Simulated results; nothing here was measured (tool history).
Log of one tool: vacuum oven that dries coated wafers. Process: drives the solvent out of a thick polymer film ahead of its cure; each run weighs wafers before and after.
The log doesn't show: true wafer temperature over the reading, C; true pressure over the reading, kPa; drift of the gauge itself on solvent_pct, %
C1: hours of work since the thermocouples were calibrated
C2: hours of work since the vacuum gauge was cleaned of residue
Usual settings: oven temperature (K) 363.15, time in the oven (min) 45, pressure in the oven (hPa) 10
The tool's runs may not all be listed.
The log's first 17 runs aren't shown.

Run 18, hour 677.7: usual settings; C1 924; C2 1374. Result: solvent left in the film (%) 3.09.
Run 19, hour 726.8: usual settings but time in the oven (min) 46; C1 948; C2 1398. Result: solvent left in the film (%) 2.94.
Run 20, hour 751.4: usual settings; C1 960; C2 1411. Result: solvent left in the film (%) 3.
Run 21, hour 795.3: usual settings but pressure in the oven (hPa) 27.4; C1 981; C2 1432. Result: solvent left in the film (%) 5.45.
Run 22, hour 837.7: usual settings but time in the oven (min) 32, pressure in the oven (hPa) 27.4; C1 1002; C2 1453. Result: solvent left in the film (%) 6.81.
Run 23, hour 877.1: usual settings but time in the oven (min) 32, pressure in the oven (hPa) 27.4; C1 1022; C2 1472. Result: solvent left in the film (%) 6.9.
Run 24, hour 930.7: usual settings but time in the oven (min) 32, pressure in the oven (hPa) 27.4; C1 1048; C2 1499. Result: solvent left in the film (%) 6.89.
Run 25, hour 984.2: usual settings but time in the oven (min) 32, pressure in the oven (hPa) 27.4; C1 1074; C2 1525. Result: solvent left in the film (%) 6.75.
Run 26, hour 1021.9: usual settings but time in the oven (min) 44, pressure in the oven (hPa) 12; C1 1093; C2 1543. Result: solvent left in the film (%) 3.5.
Run 27, hour 1074.4: usual settings but oven temperature (K) 355.15, time in the oven (min) 44, pressure in the oven (hPa) 12; C1 1119; C2 1569. Result: solvent left in the film (%) 6.75.
Run 28, hour 1115.3: usual settings but oven temperature (K) 364.15; C1 1139; C2 1589. Result: solvent left in the film (%) 2.74.
Run 29, hour 1159.8: usual settings but oven temperature (K) 361.15, time in the oven (min) 31; C1 1161; C2 1611. Result: solvent left in the film (%) 5.55.
Run 30, hour 1193.8: usual settings but oven temperature (K) 361.15, time in the oven (min) 31; C1 1177; C2 1628. Result: solvent left in the film (%) 5.74.
Run 31, hour 1223.1: usual settings but oven temperature (K) 361.15, time in the oven (min) 31; C1 1192; C2 1642. Result: solvent left in the film (%) 5.72.
Run 32, hour 1260.3: usual settings but oven temperature (K) 369.15, time in the oven (min) 31, pressure in the oven (hPa) 13.8; C1 1210; C2 1661. Result: solvent left in the film (%) 3.12.
Run 33, hour 1284.8: usual settings but oven temperature (K) 368.15, time in the oven (min) 22, pressure in the oven (hPa) 13.8; C1 1222; C2 1673. Result: solvent left in the film (%) 5.07.
Run 34, hour 1336.9: usual settings but oven temperature (K) 368.15, time in the oven (min) 22, pressure in the oven (hPa) 13.8; C1 1248; C2 1698. Result: solvent left in the film (%) 4.97.
Run 35, hour 1366.6: usual settings but time in the oven (min) 44, pressure in the oven (hPa) 21.2; C1 1262; C2 1713. Result: solvent left in the film (%) 4.46.
Run 36, hour 1419.5: usual settings but time in the oven (min) 36, pressure in the oven (hPa) 26.9; C1 1288; C2 1739. Result: solvent left in the film (%) 6.3.
Run 37, hour 1463.2: usual settings but oven temperature (K) 362.15; C1 1310; C2 1760. Result: solvent left in the film (%) 3.33.
Run 38, hour 1492.8: usual settings but oven temperature (K) 362.15; C1 1324; C2 1775. Result: solvent left in the film (%) 3.48.
Run 39, hour 1536.9: usual settings but oven temperature (K) 362.15; C1 1346; C2 1796. Result: solvent left in the film (%) 3.37.
Run 40, hour 1564.5: usual settings but time in the oven (min) 70; C1 1359; C2 1810. Result: solvent left in the film (%) 1.88.
Run 41, hour 1597.6: usual settings but time in the oven (min) 70; C1 1376; C2 1826. Result: solvent left in the film (%) 1.88.
Run 42, hour 1626.2: usual settings but oven temperature (K) 375.15, time in the oven (min) 54, pressure in the oven (hPa) 21.3; C1 1390; C2 1840. Result: solvent left in the film (%) 2.11.

4 ways to go on from here, each from the tool as it stands after run 42. What would each give?
Run A, hour 1662.1: usual settings but pressure in the oven (hPa) 6.4; C1 1407; C2 1858. Result: solvent left in the film (%) ?.
Run B, hour 1662.1: usual settings but oven temperature (K) 375.15, time in the oven (min) 25, pressure in the oven (hPa) 21.3; C1 1407; C2 1858. Result: solvent left in the film (%) ?.
Run C, hour 1662.1: usual settings but oven temperature (K) 375.15, time in the oven (min) 53, pressure in the oven (hPa) 21.3; C1 1407; C2 1858. Result: solvent left in the film (%) ?.
Run D, hour 1662.1: usual settings but oven temperature (K) 368.15; C1 1407; C2 1858. Result: solvent left in the film (%) ?.

run  solvent left in the film (%)
  A                          2.54
  B                          2.85
  C                          2.12
  D                          1.81
Without the tool's hidden state the same runs would have given:
run  solvent left in the film (%)
  A                           2.5
  B                          2.82
  C                          2.11
  D                          1.78
